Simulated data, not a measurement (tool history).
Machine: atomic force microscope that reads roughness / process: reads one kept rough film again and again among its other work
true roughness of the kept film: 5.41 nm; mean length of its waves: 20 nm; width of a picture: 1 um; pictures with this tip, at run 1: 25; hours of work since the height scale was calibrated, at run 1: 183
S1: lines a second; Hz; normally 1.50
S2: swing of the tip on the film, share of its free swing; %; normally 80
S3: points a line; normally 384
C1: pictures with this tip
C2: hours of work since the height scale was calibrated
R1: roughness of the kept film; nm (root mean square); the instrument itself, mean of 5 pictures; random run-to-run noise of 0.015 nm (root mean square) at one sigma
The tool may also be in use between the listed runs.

run	hour	S1	S2	S3	C1	C2	R1
1	0.0	1.50	80	384	25	183	2.983
2	15.9	0.95	80	384	65	195	2.494
# hour 27.7: new tip fitted
3	30.0	1.50	80	384	6	206	3.285
4	44.3	1.50	80	384	42	218	2.683
5	58.2	1.50	80	384	76	229	2.256
# hour 66.2: new tip fitted
6	75.8	1.50	80	384	24	242	2.899
7	92.9	1.50	80	384	66	256	2.331
# hour 104.4: new tip fitted
8	110.7	1.50	80	526	15	270	3.112
9	128.6	1.02	80	384	60	284	2.516
10	141.3	1.02	80	384	91	294	2.220
# hour 143.1: new tip fitted
11	150.6	1.02	80	384	18	301	3.156
12	163.1	1.50	80	563	49	311	2.534
# hour 181.3: new tip fitted
13	181.3	1.50	80	384	0	325	3.437
14	192.9	1.50	80	384	28	334	2.866

Run 15 has not been measured yet. What should we expect?
15	211.3	1.50	80	384	74	349	?

Run 15 came out at R1 2.230 nm (root mean square).
Had the tool carried no hidden state, the very same run would have given R1 3.503 nm (root mean square).
